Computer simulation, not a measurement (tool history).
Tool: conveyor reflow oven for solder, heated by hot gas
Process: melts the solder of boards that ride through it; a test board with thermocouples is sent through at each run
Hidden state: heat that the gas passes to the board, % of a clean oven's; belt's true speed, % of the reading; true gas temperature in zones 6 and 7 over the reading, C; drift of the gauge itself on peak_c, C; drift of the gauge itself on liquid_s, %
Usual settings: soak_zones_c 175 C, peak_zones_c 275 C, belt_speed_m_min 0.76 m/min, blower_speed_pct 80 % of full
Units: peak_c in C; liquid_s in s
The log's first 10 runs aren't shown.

| run | hour | soak_zones_c | peak_zones_c | belt_speed_m_min | blower_speed_pct | hours of work since the flux was cleaned out | hours of work since the belt drive was overhauled | hours of work since the thermocouples were changed | peak_c | liquid_s |
|---|---|---|---|---|---|---|---|---|---|---|
| 11 | 133.6 | 175 | 275 | 0.76 | 72 | 278 | 562 | 360 | 258.6 | 44.8 |
|  | 148.1 | flux residue cleaned out of gas plates and filters |
| 12 | 152.4 | 169 | 275 | 0.76 | 80 | 3 | 570 | 369 | 261.2 | 44.6 |
| 13 | 167.3 | 169 | 275 | 0.76 | 80 | 12 | 580 | 378 | 260.5 | 44.7 |
| 14 | 184.1 | 169 | 275 | 0.76 | 80 | 22 | 590 | 388 | 260.7 | 44.6 |
| 15 | 206 | 175 | 275 | 0.76 | 80 | 36 | 604 | 402 | 261.6 | 46.4 |
| 16 | 224.8 | 175 | 273 | 0.739 | 80 | 48 | 615 | 413 | 260.9 | 47.7 |
| 17 | 243.7 | 169 | 273 | 0.793 | 55 | 59 | 627 | 425 | 250.9 | 37.1 |
| 18 | 257.4 | 184 | 274 | 0.793 | 55 | 68 | 635 | 434 | 254.8 | 42.9 |
| 19 | 266.4 | 184 | 274 | 0.793 | 55 | 73 | 641 | 439 | 254.7 | 42.8 |
| 20 | 283.9 | 184 | 274 | 0.793 | 55 | 84 | 652 | 450 | 255.1 | 43.2 |
| 21 | 292.8 | 175 | 275 | 0.646 | 80 | 90 | 657 | 455 | 265.9 | 57.8 |
| 22 | 311.8 | 179 | 275 | 0.646 | 81 | 101 | 669 | 467 | 267.1 | 58.3 |
| 23 | 321.2 | 175 | 287 | 0.632 | 80 | 107 | 675 | 473 | 277.6 | 63 |
| 24 | 332 | 160 | 275 | 0.76 | 80 | 114 | 682 | 480 | 259.1 | 42.1 |
| 25 | 354 | 186 | 275 | 0.76 | 75 | 128 | 695 | 493 | 262.4 | 49.7 |
| 26 | 368.2 | 175 | 274 | 0.76 | 58 | 136 | 704 | 502 | 255.7 | 43.1 |
| 27 | 383 | 182 | 274 | 0.76 | 58 | 145 | 713 | 511 | 257 | 45.5 |
| 28 | 394.9 | 182 | 270 | 0.76 | 58 | 153 | 721 | 519 | 253.8 | 44.1 |
| 29 | 416.7 | 182 | 270 | 0.76 | 58 | 166 | 734 | 532 | 253.5 | 44.1 |
| 30 | 429.5 | 175 | 275 | 0.66 | 80 | 174 | 742 | 540 | 265.5 | 55.9 |

Forecast each of these 4 alternatives for the next run:
| A | 444.4 | 162 | 275 | 0.746 | 80 | 183 | 751 | 549 | ? | ? |
| B | 444.4 | 175 | 275 | 0.848 | 90 | 183 | 751 | 549 | ? | ? |
| C | 444.4 | 187 | 275 | 0.66 | 80 | 183 | 751 | 549 | ? | ? |
| D | 444.4 | 175 | 286 | 0.858 | 69 | 183 | 751 | 549 | ? | ? |

| run | peak_c | liquid_s |
|---|---|---|
| A | 260.2 | 43.8 |
| B | 259.3 | 40.3 |
| C | 266.7 | 59.8 |
| D | 263.8 | 41.5 |
Without the tool's hidden state the same runs would have given:
| run | peak_c | liquid_s |
|---|---|---|
| A | 259.2 | 42.8 |
| B | 258.3 | 39.4 |
| C | 265.4 | 58.4 |
| D | 262.8 | 40.5 |

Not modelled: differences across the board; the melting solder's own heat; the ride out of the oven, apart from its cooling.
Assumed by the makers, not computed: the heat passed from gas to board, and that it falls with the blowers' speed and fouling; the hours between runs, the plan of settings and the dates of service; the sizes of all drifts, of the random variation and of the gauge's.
